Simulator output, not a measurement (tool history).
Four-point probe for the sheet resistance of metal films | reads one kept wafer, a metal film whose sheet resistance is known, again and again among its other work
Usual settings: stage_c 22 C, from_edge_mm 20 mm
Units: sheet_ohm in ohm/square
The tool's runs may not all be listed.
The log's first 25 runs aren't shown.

run	hour	stage_c	from_edge_mm	touches since the probe head was changed	hours of work since the stage's thermometer was calibrated	sheet_ohm
26	2640.7	35	13	81415	182	18.324019
# hour 2663.4: stage's thermometer calibrated, once more
27	2782.1	35	13	85623	91	18.373333
28	2905.8	20	5	89319	186	19.178367
29	3013.9	23	20	92546	269	18.537299
30	3098.9	18	20	95086	334	18.629453
31	3169.7	22	6	97200	388	18.95272
32	3280.4	22	6	100506	473	18.955652
33	3386.2	29	48	103665	554	18.404256
34	3503.4	29	48	107165	644	18.407517
35	3589.9	21	42	109750	710	18.553986
36	3709.3	21	13	113314	801	18.648951
37	3780.9	20	22	115453	856	18.600839
38	3914.5	19	49	119444	959	18.598823
39	4005.1	18	3	122151	1028	20.237546
40	4149.6	18	3	126466	1139	20.242538
41	4290.1	31	10	130662	1246	18.539306
42	4431.5	22	36	134884	1355	18.565478
43	4531.6	22	9	137874	1431	18.745001
44	4668.6	22	9	141966	1536	18.748519
45	4768	35	31	144934	1613	18.341338

Forecast each of these 4 alternatives for the next run:
A	4829.9	27	20	146784	1660	?
B	4829.9	22	4	146784	1660	?
C	4829.9	35	31	146784	1660	?
D	4829.9	25	8	146784	1660	?

run	sheet_ohm
A	18.514116
B	19.517068
C	18.352062
D	18.756082
Without the tool's hidden state the same runs would have given:
run	sheet_ohm
A	18.291004
B	19.283395
C	18.130229
D	18.53045
